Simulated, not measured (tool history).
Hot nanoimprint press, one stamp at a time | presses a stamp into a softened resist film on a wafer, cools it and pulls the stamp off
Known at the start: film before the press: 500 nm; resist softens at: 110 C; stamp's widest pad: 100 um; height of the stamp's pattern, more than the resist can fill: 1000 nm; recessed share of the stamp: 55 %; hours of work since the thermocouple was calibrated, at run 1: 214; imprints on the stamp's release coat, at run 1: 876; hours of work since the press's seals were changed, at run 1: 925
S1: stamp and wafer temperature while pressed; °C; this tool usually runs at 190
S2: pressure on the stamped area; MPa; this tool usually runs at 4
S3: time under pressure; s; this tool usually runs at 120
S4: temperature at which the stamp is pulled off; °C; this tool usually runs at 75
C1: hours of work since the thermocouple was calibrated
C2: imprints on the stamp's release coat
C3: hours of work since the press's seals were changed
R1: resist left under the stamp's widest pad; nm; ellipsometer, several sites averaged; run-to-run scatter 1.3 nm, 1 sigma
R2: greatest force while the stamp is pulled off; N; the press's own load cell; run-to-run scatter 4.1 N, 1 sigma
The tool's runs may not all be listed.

run   hour   S1    S2   S3  S4   C1    C2   C3     R1   R2
  1      0  190     4  120  75  214   876  925  215.7  293
  2   23.1  190     4  186  75  228   953  939    179  296
  3   71.1  196     4  120  75  257  1111  968  157.5  331
  4  104.4  200     4  120  75  278  1222  989  131.2  339
     128.6  -- press's hydraulic seals changed and the load cell set to zero
  5  156.8  200     4  120  75  305  1368   17  129.3  362
  6  176.4  200     4  120  75  317  1433   29  128.3  355
  7  207.1  199     4  120  75  336  1535   48  134.4  381
  8  248.2  190  6.11  120  75  361  1671   74  176.1  405
     271.2  -- stamp cleaned and given a new release coat
  9  300.3  190  6.11  120  75  390    96  102  178.7  208
 10  339.3  190  6.11  120  75  414   225  126    178  232
     366.5  -- plate thermocouple calibrated
 11  368.8  190     4  120  75    1   312  142  202.9  234
 12  392.1  190     4  120  75   16   389  157    204  238
 13  433.3  195     4  120  75   41   526  182  158.9  259
 14  453.7  195     4  128  75   54   593  194  155.8  259
 15  477.6  190     4   62  75   68   672  209  264.1  283
 16  506.8  190     4   62  75   86   769  227  266.7  277
 17  552.8  179     4  206  75  115   921  255  294.6  294
 18  583.7  185     4  206  66  134  1023  274  216.8  330
 19  612.1  190     4  110  65  151  1117  292  217.9  345
 20  657.2  190  2.58  211  67  179  1266  320    202  362
 21  677.7  185  2.72  211  80  191  1334  332  256.1  344
 22  699.4  200     4   86  75  205  1406  346  148.9  361
 23  719.1  200     4   86  75  217  1471  358  150.5  367
 24  740.7  200     4   86  75  230  1542  371  147.6  365
 25  764.4  181     4   64  75  245  1620  385  378.8  377
 26  788.7  190  6.09  105  60  260  1701  400  186.6  439
     802.3  -- stamp cleaned and given a new release coat
 27  840.3  190  5.84  174  75  288   125  428  154.9  216
 28  863.2  190  5.84  174  75  302   201  443  155.6  229
 29  907.1  190  5.84  174  75  329   347  470  157.7  237

Difference, measured minus no-hidden-state, one row per run. Run-to-run variation is common to both terms; the gauge's own scatter need not be:
Unlogged tool condition in this case: true temperature over the reading, C; pressure that arrives at the usual setting, %; grip of the stamp's worn release coat, % over a new coat's; drift of the gauge itself on residual_nm, %; drift of the gauge itself on pull_off_n, %.
run     R1    R2
  1  +13.7   +93
  2  +12.5   +99
  3  +11.7  +124
  4  +10.1  +136
  5   +7.5  +156
  6   +7.8  +159
  7   +8.8  +177
  8  +13.4  +199
  9  +14.6   +12
 10  +15.6   +27
 11   +3.1   +32
 12   +3.7   +39
 13   +3.9   +55
 14   +4.2   +60
 15   +6.8   +74
 16   +7.8   +79
 17  +10.5   +96
 18   +9.6  +116
 19   +9.7  +130
 20   +9.9  +148
 21  +12.7  +147
 22   +8.1  +159
 23   +8.6  +166
 24   +8.8  +170
 25  +15.4  +181
 26  +13.9  +217
 27    +13   +15
 28  +13.5   +24
 29  +14.7   +38

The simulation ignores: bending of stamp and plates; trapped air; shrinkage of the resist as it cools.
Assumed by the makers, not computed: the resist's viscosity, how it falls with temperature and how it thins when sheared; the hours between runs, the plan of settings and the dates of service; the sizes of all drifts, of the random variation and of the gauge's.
